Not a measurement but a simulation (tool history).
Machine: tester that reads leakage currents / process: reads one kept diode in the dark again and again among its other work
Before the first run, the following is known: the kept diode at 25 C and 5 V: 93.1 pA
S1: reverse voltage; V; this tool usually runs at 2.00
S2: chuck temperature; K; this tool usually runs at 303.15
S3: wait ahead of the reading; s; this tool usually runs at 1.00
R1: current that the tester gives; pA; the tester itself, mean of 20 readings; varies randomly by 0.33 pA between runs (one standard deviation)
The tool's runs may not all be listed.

run     day     S1      S2    S3       R1
  1   0.000   2.00  303.15  1.00   126.70
  2   2.850   2.00  303.15  1.00   128.07
  3   4.967   2.00  303.15  1.00   128.88
  4   6.792   2.00  303.15  0.69   128.42
  5   8.404   2.00  303.15  0.69   129.02
  6  10.054   2.00  303.15  0.69   129.50
  7  13.267   2.00  331.15  1.00  1418.73
  8  16.442   2.00  303.15  1.00   130.61
  9  18.050   2.00  303.15  1.00   131.13
 10  20.292   2.00  303.15  1.00   131.28
 11  22.188   2.00  303.15  1.00   131.94
 12  24.167   2.00  303.15  1.00   132.57
 13  27.350   2.00  303.15  1.00   133.51
 14  30.017   2.00  303.15  1.00   133.35
 15  32.542   2.00  303.15  1.00   133.80
 16  35.521   2.00  303.15  1.00   113.56
 17  36.862   2.00  330.15  1.00  1172.62
 18  39.858   2.00  330.15  1.00  1179.34
 19  42.817   2.00  330.15  1.00  1180.49
 20  44.842   2.00  320.15  1.00   522.05
 21  46.938   7.21  312.15  1.00   414.38
 22  50.067   2.87  303.15  4.91   132.42
 23  52.946   1.77  332.15  1.00  1340.80
 24  55.608   1.77  332.15  1.00  1352.67
 25  57.012  12.57  294.15  3.04   102.50
 26  60.254  12.57  294.15  3.04   103.45
 27  63.458   1.16  294.15  0.98    41.29
 28  64.942   4.36  300.15  0.98   119.17
 29  66.396   4.36  300.15  0.98   116.56
 30  69.250   4.36  300.15  0.98   117.60
 31  71.679   1.14  315.15  2.21   281.96
 32  73.821   1.14  315.15  2.21   283.78
 33  76.354   4.13  318.15  2.16   574.68
 34  78.054   4.13  301.15  2.16   127.68
 35  80.929   4.13  301.15  2.16   127.97
 36  83.288  11.79  311.15  7.65   461.09
 37  86.517  12.76  294.15  1.19   107.05
 38  88.367   1.56  325.15  0.66   746.66
 39  91.079  13.17  296.15  0.60   131.47
 40  93.342   2.00  294.15  3.02    51.94

Between the runs listed above, the log contained 2 entries, not reproduced here. Where in the sequence does each belong, and how does what the log doesn't record of the tool's condition differ from the listed run before to the listed run after?
After run 15, before run 16: chuck's temperature calibrated (day 35.521)
  stray current of the dirty probe card, pA a volt: 0.746 -> 0.76; current scale over the true one, %: 2.55 -> 2.58; true chuck temperature over the reading, C: 1.74 -> -0.06
  what was measured, less what the result would be without the hidden state, R1: +24.24 -> +3.74 pA
After run 28, before run 29: tester calibrated (day 66.396)
  stray current of the dirty probe card, pA a volt: 0.897 -> 0.903; current scale over the true one, %: 2.93 -> 0.24; true chuck temperature over the reading, C: 0.38 -> 0.4
  what was measured, less what the result would be without the hidden state, R1: +11.21 -> +8.39 pA
